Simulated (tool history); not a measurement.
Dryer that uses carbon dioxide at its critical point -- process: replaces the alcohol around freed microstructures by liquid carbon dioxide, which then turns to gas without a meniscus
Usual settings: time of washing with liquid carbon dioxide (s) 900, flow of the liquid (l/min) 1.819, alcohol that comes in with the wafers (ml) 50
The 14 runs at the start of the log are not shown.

run   hour  time of washing with liquid carbon dioxide (s)  flow of the liquid (l/min)  alcohol that comes in with the wafers (ml)  alcohol left in the vessel before it's heated (ppm by volume)
 15  209.9                                             900                        1.79                                          50                                                            112
 16  227.3                                             900                        1.79                                          50                                                            111
 17  237.2                                             900                        1.79                                          50                                                            110
 18  257.2                                             900                       1.819                                          50                                                             99
 19  275.9                                             900                       1.819                                          50                                                            113
 20  289.8                                            1320                       1.819                                          50                                                             79
 21  299.2                                            1320                       1.819                                          50                                                             81
 22  313.6                                             900                        2.61                                          51                                                             87
 23  324.9                                            1080                        1.88                                          26                                                             82
 24  337.3                                             900                        1.67                                          48                                                            137

Forecast run 25:
 25  348.4                                            1080                       1.819                                          45                                                              ?

alcohol left in the vessel before it's heated (ppm by volume): 106
The same run, on a tool lacking any hidden state, would have yielded alcohol left in the vessel before it's heated (ppm by volume) 20.
